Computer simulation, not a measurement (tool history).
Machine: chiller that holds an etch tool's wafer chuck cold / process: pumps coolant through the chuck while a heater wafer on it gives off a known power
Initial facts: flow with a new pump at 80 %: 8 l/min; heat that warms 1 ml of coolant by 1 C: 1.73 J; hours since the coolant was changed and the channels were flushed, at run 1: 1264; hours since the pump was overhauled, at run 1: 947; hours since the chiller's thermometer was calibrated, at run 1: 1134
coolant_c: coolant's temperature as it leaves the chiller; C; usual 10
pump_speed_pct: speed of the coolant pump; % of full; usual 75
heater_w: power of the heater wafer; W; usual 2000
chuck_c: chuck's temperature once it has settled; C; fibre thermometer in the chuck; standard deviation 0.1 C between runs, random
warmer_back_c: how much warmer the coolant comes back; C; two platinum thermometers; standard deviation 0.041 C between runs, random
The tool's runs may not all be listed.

| run | day | coolant_c | pump_speed_pct | heater_w | hours since the coolant was changed and the channels were flushed | hours since the pump was overhauled | hours since the chiller's thermometer was calibrated | chuck_c | warmer_back_c |
|---|---|---|---|---|---|---|---|---|---|
| 1 | 0 | 10 | 75 | 2000 | 1264 | 947 | 1134 | 29.4 | 9.55 |
| 2 | 0.975 | 10 | 75 | 2000 | 1287 | 970 | 1157 | 29.3 | 9.5 |
| 3 | 1.862 | 10 | 75 | 2000 | 1308 | 991 | 1179 | 29.5 | 9.48 |
| 4 | 3.075 | 10 | 75 | 2000 | 1337 | 1020 | 1208 | 29.4 | 9.48 |
| 5 | 3.783 | 10 | 75 | 2000 | 1354 | 1037 | 1225 | 29.5 | 9.48 |
| 6 | 4.992 | 14 | 75 | 2000 | 1383 | 1067 | 1254 | 33.4 | 9.48 |
| 7 | 6.025 | 9 | 75 | 2000 | 1408 | 1091 | 1279 | 28.5 | 9.49 |
| 8 | 7.4 | 10 | 75 | 2691 | 1441 | 1124 | 1312 | 36.1 | 12.8 |
| 9 | 8.396 | 10 | 75 | 2691 | 1465 | 1148 | 1336 | 36.2 | 12.85 |
| 10 | 9.092 | 10 | 75 | 2691 | 1482 | 1165 | 1352 | 36.1 | 12.92 |
| 11 | 9.721 | 10 | 75 | 2691 | 1497 | 1180 | 1367 | 36 | 12.85 |
| 12 | 10.475 | 10 | 75 | 2691 | 1515 | 1198 | 1385 | 36.2 | 12.79 |
| 13 | 11.729 | 16 | 75 | 2000 | 1545 | 1228 | 1416 | 35.6 | 9.5 |
| 14 | 12.408 | 16 | 75 | 2000 | 1561 | 1245 | 1432 | 35.4 | 9.53 |
| 15 | 13.354 | 16 | 75 | 2000 | 1584 | 1267 | 1455 | 35.4 | 9.54 |
|  | 13.458 | chiller's thermometer calibrated |
| 16 | 14.017 | 14 | 75 | 2000 | 1599 | 1282 | 13 | 33.6 | 9.53 |
| 17 | 15.133 | 14 | 79 | 1533 | 1626 | 1309 | 40 | 28.6 | 6.96 |
| 18 | 16.217 | 12 | 79 | 1319 | 1652 | 1335 | 66 | 24.3 | 6.01 |
| 19 | 17.154 | 18 | 79 | 1567 | 1674 | 1357 | 89 | 32.9 | 7.08 |
|  | 17.738 | chiller's thermometer calibrated, once more |
| 20 | 18.308 | 9 | 75 | 1130 | 1701 | 1384 | 14 | 20 | 5.38 |
| 21 | 19.529 | 9 | 81 | 1913 | 1730 | 1413 | 43 | 26.7 | 8.41 |
| 22 | 20.804 | 13 | 94 | 1913 | 1761 | 1444 | 74 | 29.1 | 7.19 |
| 23 | 21.683 | 17 | 73 | 2000 | 1782 | 1465 | 95 | 36.6 | 9.74 |
| 24 | 22.271 | 14 | 69 | 2077 | 1796 | 1479 | 109 | 35.4 | 10.78 |
| 25 | 23.567 | 17 | 60 | 2869 | 1827 | 1510 | 140 | 49.6 | 17.15 |
| 26 | 24.571 | 10 | 75 | 2838 | 1851 | 1534 | 164 | 37.7 | 13.65 |
| 27 | 25.183 | 10 | 75 | 2838 | 1866 | 1549 | 179 | 37.7 | 13.53 |
| 28 | 26.454 | 19 | 69 | 1298 | 1897 | 1580 | 209 | 32.5 | 6.71 |
| 29 | 27.254 | 10 | 64 | 2640 | 1916 | 1599 | 228 | 38.7 | 14.78 |
| 30 | 28.054 | 2 | 65 | 2475 | 1935 | 1618 | 248 | 28.5 | 13.73 |
| 31 | 28.729 | 12 | 65 | 1198 | 1951 | 1634 | 264 | 24.9 | 6.59 |
| 32 | 29.962 | 12 | 65 | 1198 | 1981 | 1664 | 293 | 24.8 | 6.64 |

Alternative continuations, all from the tool just after run 32; predict every row:
| A | 31.3 | 10 | 75 | 1045 | 2013 | 1696 | 326 | ? | ? |
| B | 31.3 | 8 | 64 | 2000 | 2013 | 1696 | 326 | ? | ? |
| C | 31.3 | 10 | 75 | 1428 | 2013 | 1696 | 326 | ? | ? |

| run | chuck_c | warmer_back_c |
|---|---|---|
| A | 20.2 | 5.04 |
| B | 29.7 | 11.26 |
| C | 24.1 | 6.81 |
What these runs would have given with no unlogged condition in the tool:
| run | chuck_c | warmer_back_c |
|---|---|---|
| A | 19.8 | 4.9 |
| B | 28.9 | 10.93 |
| C | 23.5 | 6.62 |
